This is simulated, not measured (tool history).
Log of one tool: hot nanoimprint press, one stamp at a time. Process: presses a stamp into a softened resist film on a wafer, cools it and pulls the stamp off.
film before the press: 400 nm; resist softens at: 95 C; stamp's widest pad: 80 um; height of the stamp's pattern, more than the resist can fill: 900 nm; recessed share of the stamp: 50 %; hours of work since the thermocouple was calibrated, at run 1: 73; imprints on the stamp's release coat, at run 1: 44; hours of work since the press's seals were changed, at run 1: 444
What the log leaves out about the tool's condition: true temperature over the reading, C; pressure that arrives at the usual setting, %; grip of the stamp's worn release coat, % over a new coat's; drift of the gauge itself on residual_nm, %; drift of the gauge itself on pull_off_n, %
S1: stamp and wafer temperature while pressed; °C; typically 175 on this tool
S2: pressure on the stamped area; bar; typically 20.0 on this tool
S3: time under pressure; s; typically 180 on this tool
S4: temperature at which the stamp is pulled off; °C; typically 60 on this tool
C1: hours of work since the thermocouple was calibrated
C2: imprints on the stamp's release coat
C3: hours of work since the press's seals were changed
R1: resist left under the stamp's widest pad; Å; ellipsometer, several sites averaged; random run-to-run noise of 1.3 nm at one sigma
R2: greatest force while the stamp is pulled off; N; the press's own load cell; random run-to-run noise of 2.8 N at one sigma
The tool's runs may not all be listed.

run,hour,S1,S2,S3,S4,C1,C2,C3,R1,R2
1,0.0,175,20.0,180,60,73,44,444,1902,131
2,24.4,175,20.0,180,60,88,111,459,1898,129
3,37.8,175,20.0,180,67,96,147,467,1892,115
4,60.3,175,20.0,180,67,110,209,481,1884,115
5,73.8,175,20.0,180,67,118,245,489,1903,113
6,85.6,175,20.0,180,67,125,278,496,1905,117
7,104.1,175,22.4,180,47,136,328,508,1822,171
8,128.9,175,22.4,180,47,152,395,523,1782,172

Expected results for the next run?
9,142.9,175,20.0,332,59,160,434,531,?,?

{"run 9": {"R1": 1498, "R2": 142}}
If the tool had no hidden condition, the same run with the same run-to-run variation would have returned R1 1526 Å, R2 134 N.

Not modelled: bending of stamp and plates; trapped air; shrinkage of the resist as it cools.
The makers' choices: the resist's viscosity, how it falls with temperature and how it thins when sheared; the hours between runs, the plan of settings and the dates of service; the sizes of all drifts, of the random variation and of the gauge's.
